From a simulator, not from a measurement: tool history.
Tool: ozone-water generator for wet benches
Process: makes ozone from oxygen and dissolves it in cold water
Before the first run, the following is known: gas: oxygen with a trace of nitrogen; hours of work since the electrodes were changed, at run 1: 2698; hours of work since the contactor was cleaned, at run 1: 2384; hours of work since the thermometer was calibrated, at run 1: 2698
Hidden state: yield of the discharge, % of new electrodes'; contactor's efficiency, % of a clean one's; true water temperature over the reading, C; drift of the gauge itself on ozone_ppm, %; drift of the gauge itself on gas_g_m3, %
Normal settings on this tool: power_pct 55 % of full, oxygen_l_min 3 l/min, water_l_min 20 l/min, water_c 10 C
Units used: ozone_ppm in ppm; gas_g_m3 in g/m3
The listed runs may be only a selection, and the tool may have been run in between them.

run	hour	power_pct	oxygen_l_min	water_l_min	water_c	hours of work since the electrodes were changed	hours of work since the contactor was cleaned	hours of work since the thermometer was calibrated	ozone_ppm	gas_g_m3
1	0	55	3	20	10	2698	2384	2698	8.3	140.9
2	68.2	55	3	12	10	2750	2435	2750	13.3	139.6
3	217.9	55	3	12	10	2863	2549	2863	13.1	139.5
4	290.5	55	3	12	10	2918	2604	2918	13	139.5
5	431.6	55	3	20	10	3025	2711	3025	8.4	139
6	538.6	55	3	20	10	3106	2792	3106	8.2	138.9
7	654	55	3	20	10	3193	2879	3193	7.9	137.6
8	813.3	55	4.09	20	10	3314	3000	3314	8.9	120.9
9	942.2	45	3	20	10	3412	3098	3412	7.2	123.8
10	1061.3	45	3	20	10	3502	3188	3502	7.2	124.1
11	1174.9	45	3	20	10	3588	3274	3588	7.3	122.4
12	1319.5	93	3	20	10	3698	3383	3698	10.6	182.1
13	1447.6	55	3	20	10	3795	3480	3795	7.8	135.7
14	1527.8	44	3	20	10	3856	3541	3856	6.8	121.6
15	1686.5	44	3	20	10	3976	3661	3976	6.9	120.1
16	1853.4	55	3	23	10	4102	3788	4102	7	134.8
17	1974.3	65	3	26	10	4194	3879	4194	6.5	145.6
18	2113.6	55	2.48	27	8	4299	3985	4299	5.4	146.8
19	2188.5	83	3	20	10	4356	4042	4356	9.4	165.4
20	2306.3	55	1.53	22	10	4445	4131	4445	5.4	179.1
21	2443.3	55	1.53	22	10	4549	4235	4549	5.6	181.1
22	2603.8	55	1.57	22	9	4671	4356	4671	5.4	177.7
23	2684.2	41	3	18	13	4732	4417	4732	6.8	115.1
# hour 2694.3: water thermometer calibrated
24	2790.7	54	1.64	24	12	4812	4498	73	5	171.5
25	2883.7	54	1.64	24	12	4882	4568	144	5.1	172.7
26	3017.2	43	4.99	15	12	4983	4669	245	8.9	93.3
27	3179.4	46	3.64	15	12	5106	4792	368	9.1	109.5
28	3312.5	47	3	18	11	5207	4893	468	7.5	121.2
29	3478.2	47	3	18	11	5333	5018	594	7.4	119.8
30	3616.9	47	3	18	11	5438	5124	699	7.2	119.8
# hour 3668.4: water thermometer calibrated, once more
31	3713.7	49	3	18	11	5511	5197	34	7.3	123.1
32	3822.3	49	3	18	11	5593	5279	117	7.6	120.8

Measured less the same run without the tool's hidden state. The same run-to-run variation is in both; the gauge's scatter may not be:
run	ozone_ppm	gas_g_m3
1	-1	-10.4
2	-1.6	-10.6
3	-1.6	-11
4	-1.7	-11.1
5	-1.1	-11.6
6	-1.1	-12
7	-1.1	-12.2
8	-1.3	-11.1
9	-1	-10.2
10	-1.1	-10.5
11	-1.1	-10.6
12	-2.2	-25.5
13	-1.4	-14.5
14	-1.2	-11.2
15	-1.2	-11.4
16	-1.4	-15.5
17	-1.4	-19.2
18	-1.1	-17.8
19	-2.4	-26.3
20	-1.2	-22.6
21	-1.3	-23.5
22	-1.2	-23.7
23	-1.3	-12.5
24	-1.1	-23.3
25	-1.2	-23.9
26	-2	-11.1
27	-2.1	-14.3
28	-1.8	-16.4
29	-1.8	-16.6
30	-1.9	-16.9
31	-1.9	-18.2
32	-2	-18.3

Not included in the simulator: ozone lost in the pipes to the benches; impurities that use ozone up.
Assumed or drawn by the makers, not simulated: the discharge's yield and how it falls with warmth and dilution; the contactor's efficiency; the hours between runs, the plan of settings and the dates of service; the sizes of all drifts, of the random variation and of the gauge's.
